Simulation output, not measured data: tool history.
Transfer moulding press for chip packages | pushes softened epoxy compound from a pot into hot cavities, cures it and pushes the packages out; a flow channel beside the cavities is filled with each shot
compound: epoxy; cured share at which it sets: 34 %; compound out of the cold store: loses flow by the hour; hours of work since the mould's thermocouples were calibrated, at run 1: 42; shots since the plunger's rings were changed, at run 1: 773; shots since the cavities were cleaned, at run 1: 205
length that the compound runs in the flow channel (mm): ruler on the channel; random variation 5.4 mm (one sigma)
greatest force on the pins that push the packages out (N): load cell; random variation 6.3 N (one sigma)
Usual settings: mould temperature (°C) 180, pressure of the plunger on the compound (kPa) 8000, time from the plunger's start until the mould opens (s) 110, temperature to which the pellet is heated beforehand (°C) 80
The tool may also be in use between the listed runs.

run,hour,mould temperature (°C),pressure of the plunger on the compound (kPa),time from the plunger's start until the mould opens (s),temperature to which the pellet is heated beforehand (°C),hours of work since the mould's thermocouples were calibrated,shots since the plunger's rings were changed,shots since the cavities were cleaned,incoming compound's hours out of the cold store,length that the compound runs in the flow channel (mm),greatest force on the pins that push the packages out (N)
1,0,180,8000,110,80,42,773,205,23.4,525,277
2,25.1,180,8000,110,80,59,1036,468,35.3,491,315
# hour 33: cavities cleaned with cleaning compound and waxed
3,56,180,8000,110,80,80,1344,241,26.3,516,414
4,78.3,180,8000,110,80,95,1577,474,25.1,520,421
# hour 86.2: cavities cleaned with cleaning compound and waxed
5,104.1,180,8000,110,80,112,1831,187,19.1,538,292
6,121,187,8000,110,80,123,2008,364,40.1,459,252
# hour 137: cavities cleaned with cleaning compound and waxed
7,144,186,8000,110,80,138,2233,73,9.6,548,223
8,163.6,186,8000,110,80,151,2438,278,43.2,442,244
9,177.6,186,8000,110,80,161,2584,424,26.8,499,271
# hour 188.5: cavities cleaned with cleaning compound and waxed
10,203.8,180,8000,110,80,178,2842,159,27.2,505,278
# hour 210.9: cavities cleaned with cleaning compound and waxed, once more
11,235.5,180,8000,110,80,199,3159,257,14.9,540,305
# hour 261.9: cavities cleaned with cleaning compound and waxed
12,264.9,180,8000,110,80,218,3451,31,20.7,521,250
13,283.4,180,8000,110,80,230,3645,225,33.7,487,299
14,296.7,180,8000,110,80,239,3784,364,17.8,523,336
# hour 313.3: cavities cleaned with cleaning compound and waxed
15,326.7,180,6050,110,76,259,4081,140,11.9,466,301
16,348.9,180,8000,110,81,274,4314,373,44.2,444,322
# hour 365.2: cavities cleaned with cleaning compound and waxed
17,369.3,186,8120,110,81,287,4512,43,38.4,452,213
18,392.2,186,8120,110,81,303,4751,282,45.5,430,257
19,407.6,184,6620,142,80,313,4912,443,8.5,478,258
# hour 416: cavities cleaned with cleaning compound and waxed
20,427.8,184,6620,142,80,326,5108,123,27,434,214
21,445.6,184,6620,142,80,338,5295,310,26.7,437,231
# hour 468.5: cavities cleaned with cleaning compound and waxed
22,477.2,180,9510,115,80,359,5609,90,13.1,570,271
23,492.3,180,7570,139,75,369,5767,248,37.2,451,243
24,510.4,180,7570,139,75,382,5956,437,43.4,430,263
# hour 520.7: cavities cleaned with cleaning compound and waxed
25,535.7,180,7570,91,74,398,6206,157,36.4,432,411
26,564.3,175,8810,130,87,418,6505,456,16.9,536,358
# hour 572: cavities cleaned with cleaning compound and waxed
# hour 583.4: plunger's sealing rings changed
27,592.7,175,8810,130,87,435,97,191,23.1,582,298

Forecast each of these 5 alternatives for the next run:
A,615.7,175,8810,130,79,450,338,432,12.4,?,?
B,615.7,175,9510,104,87,450,338,432,8.1,?,?
C,615.7,175,7880,130,87,450,338,432,43.3,?,?
D,615.7,174,7910,130,82,450,338,432,17.2,?,?
E,615.7,187,8000,91,80,450,338,432,11.7,?,?

run,length that the compound runs in the flow channel (mm),greatest force on the pins that push the packages out (N)
A,612,358
B,662,537
C,486,311
D,571,369
E,550,336
Without the tool's hidden state the same runs would have given:
run,length that the compound runs in the flow channel (mm),greatest force on the pins that push the packages out (N)
A,612,248
B,663,360
C,487,215
D,571,256
E,551,233
